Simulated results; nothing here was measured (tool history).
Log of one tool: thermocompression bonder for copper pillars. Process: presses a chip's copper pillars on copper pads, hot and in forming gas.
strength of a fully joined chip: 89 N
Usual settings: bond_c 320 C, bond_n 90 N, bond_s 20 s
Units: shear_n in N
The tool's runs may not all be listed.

run   hour  bond_c  bond_n  bond_s  shear_n
  1      0     320      90      20     49.7
  2    4.2     320      91      20     50.2
  3   13.6     320      81      20     46.2
  4     20     348      90      20     64.9
  5   28.3     320      90      20     50.1
  6   35.9     320      90      20     49.4
  7   40.6     320      90      15     45.9
  8   44.9     345      90      20       61
  9   53.6     345      90      20     62.5
 10   62.8     345      61      20     48.8
 11     68     345      61      20     48.8
 12   72.4     320      90      20     50.7
 13   77.5     320      90      20     49.7
 14   85.7     320      90      20       50
 15   93.8     320      90      20     48.9
 16  100.7     320      90      18       48
 17  108.8     320      65      16     35.5
 18  114.5     320      65      16     35.5
 19  118.6     320      65      16     35.7
 20  127.5     290      65      20     24.3
 21  134.1     290      65      20     25.1
 22  139.1     324      82      52     62.2
 23  145.5     324      82      52     60.7
 24  150.6     316      74      25     43.8
 25  157.8     316      74      25     43.3
 26  166.4     324      63      25     42.9
 27  172.9     324      63      25     42.7
 28  178.8     324      63      25     43.4
 29  182.8     324      63      12     32.5
 30  189.2     300      90      12     31.4
 31  196.5     300      90      12     31.8

Forecast each of these 4 alternatives for the next run:
  A  205.1     348      72      38        ?
  B  205.1     342      94      37        ?
  C  205.1     316      86      12        ?
  D  205.1     300      90      14        ?

run  shear_n
  A       65
  B     68.4
  C     37.3
  D     33.3
Without the tool's hidden state the same runs would have given:
run  shear_n
  A     70.2
  B     74.3
  C     39.3
  D     34.8
